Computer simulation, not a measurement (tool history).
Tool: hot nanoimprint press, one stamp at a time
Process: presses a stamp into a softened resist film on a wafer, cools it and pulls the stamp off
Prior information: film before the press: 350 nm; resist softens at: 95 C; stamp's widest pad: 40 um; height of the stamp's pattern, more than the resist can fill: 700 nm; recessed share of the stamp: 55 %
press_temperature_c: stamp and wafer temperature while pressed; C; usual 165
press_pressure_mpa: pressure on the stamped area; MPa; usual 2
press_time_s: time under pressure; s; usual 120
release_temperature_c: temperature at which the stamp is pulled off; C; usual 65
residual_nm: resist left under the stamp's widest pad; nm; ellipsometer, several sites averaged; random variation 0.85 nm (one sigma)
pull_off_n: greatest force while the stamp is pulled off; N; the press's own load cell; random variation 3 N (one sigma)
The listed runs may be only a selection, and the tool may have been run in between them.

run  hour  press_temperature_c  press_pressure_mpa  press_time_s  release_temperature_c  residual_nm  pull_off_n
  1     0                  165                   2           120                     65        178.9         254
  2   5.4                  165                   2           120                     65        179.4         241
  3    11                  165                   2           120                     65        175.6         244
  4    18                  165                   2           120                     65        177.4         243
  5  22.9                  165                   2            69                     65        213.9         244
  6  28.5                  165                   2            69                     65        214.5         249
  7  37.5                  165                   2           120                     59        178.4         285
  8  43.6                  165                   2           120                     59        178.6         275
  9  50.3                  165                   2           120                     59        178.6         290
 10  55.6                  165                   2           120                     59        177.7         280
 11  61.2                  165                   2           120                     59        177.8         285
 12  66.6                  165                   2           152                     65        163.8         252
 13  71.1                  165                   2           120                     70        179.6         218
 14  77.3                  165                   2           120                     70        178.9         222
     86.9  -- stamp cleaned and given a new release coat
 15  91.1                  165                   2           120                     65        179.1         145
 16  98.8                  165                1.79           120                     68        184.4         138

The next listed run, before its measurement:
 17  106.2                  165                1.79           120                     68            ?           ?

residual_nm: 187.6 nm
pull_off_n: 138 N
Take away the tool's hidden state, keep the run-to-run variation as it was, and the same run would have given residual_nm 181.5 nm, pull_off_n 132 N.
